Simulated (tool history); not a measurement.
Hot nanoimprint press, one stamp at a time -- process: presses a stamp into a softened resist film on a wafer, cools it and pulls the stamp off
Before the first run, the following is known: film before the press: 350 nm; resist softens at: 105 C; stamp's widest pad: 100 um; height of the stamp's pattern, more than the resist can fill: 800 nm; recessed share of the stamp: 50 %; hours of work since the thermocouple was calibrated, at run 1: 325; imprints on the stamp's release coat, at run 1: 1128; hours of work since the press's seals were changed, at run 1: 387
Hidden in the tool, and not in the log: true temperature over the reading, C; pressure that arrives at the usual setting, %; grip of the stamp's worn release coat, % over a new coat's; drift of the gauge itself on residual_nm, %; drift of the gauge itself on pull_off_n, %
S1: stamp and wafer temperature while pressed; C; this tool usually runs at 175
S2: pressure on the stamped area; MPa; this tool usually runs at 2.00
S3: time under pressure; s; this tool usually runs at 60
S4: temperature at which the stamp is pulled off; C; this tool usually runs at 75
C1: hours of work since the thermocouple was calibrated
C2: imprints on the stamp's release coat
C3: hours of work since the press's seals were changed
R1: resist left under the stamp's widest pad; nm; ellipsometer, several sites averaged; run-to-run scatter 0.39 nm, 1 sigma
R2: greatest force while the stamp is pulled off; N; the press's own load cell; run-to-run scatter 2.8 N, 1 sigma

run 1 hour=0.0 | S1=175 S2=2.00 S3=60 S4=75 | C1=325 C2=1128 C3=387 | R1=135.4 R2=134
run 2 hour=45.0 | S1=175 S2=2.00 S3=60 S4=75 | C1=350 C2=1238 C3=412 | R1=135.3 R2=133
run 3 hour=79.5 | S1=175 S2=2.00 S3=60 S4=75 | C1=369 C2=1322 C3=431 | R1=135.4 R2=135
run 4 hour=134.2 | S1=175 S2=2.00 S3=60 S4=75 | C1=399 C2=1456 C3=461 | R1=135.8 R2=131
run 5 hour=193.2 | S1=175 S2=2.00 S3=60 S4=75 | C1=432 C2=1601 C3=494 | R1=135.0 R2=134
run 6 hour=238.9 | S1=175 S2=2.00 S3=60 S4=75 | C1=458 C2=1713 C3=520 | R1=135.6 R2=132
-- hour=268.2 plate thermocouple calibrated
run 7 hour=299.1 | S1=175 S2=2.00 S3=60 S4=75 | C1=17 C2=1853 C3=552 | R1=135.3 R2=136
run 8 hour=358.0 | S1=175 S2=2.00 S3=60 S4=75 | C1=50 C2=1997 C3=584 | R1=135.3 R2=135
run 9 hour=384.5 | S1=175 S2=2.74 S3=84 S4=75 | C1=65 C2=2062 C3=599 | R1=101.0 R2=130
run 10 hour=433.7 | S1=175 S2=2.74 S3=84 S4=75 | C1=92 C2=2182 C3=627 | R1=100.4 R2=135
run 11 hour=463.2 | S1=175 S2=2.74 S3=84 S4=75 | C1=109 C2=2254 C3=643 | R1=100.8 R2=133
-- hour=495.0 stamp cleaned and given a new release coat
run 12 hour=517.1 | S1=175 S2=2.74 S3=84 S4=75 | C1=135 C2=55 C3=670 | R1=101.1 R2=133

Each run again, without the hidden state but with its own random variation kept:
run=1 R1=135.4
run=2 R1=135.2
run=3 R1=135.3
run=4 R1=135.6
run=5 R1=134.7
run=6 R1=135.3
run=7 R1=134.8
run=8 R1=134.6
run=9 R1=100.4
run=10 R1=99.9
run=11 R1=100.1
run=12 R1=100.4
For R2, the value without the hidden state is never more than 1 N from the measured value.
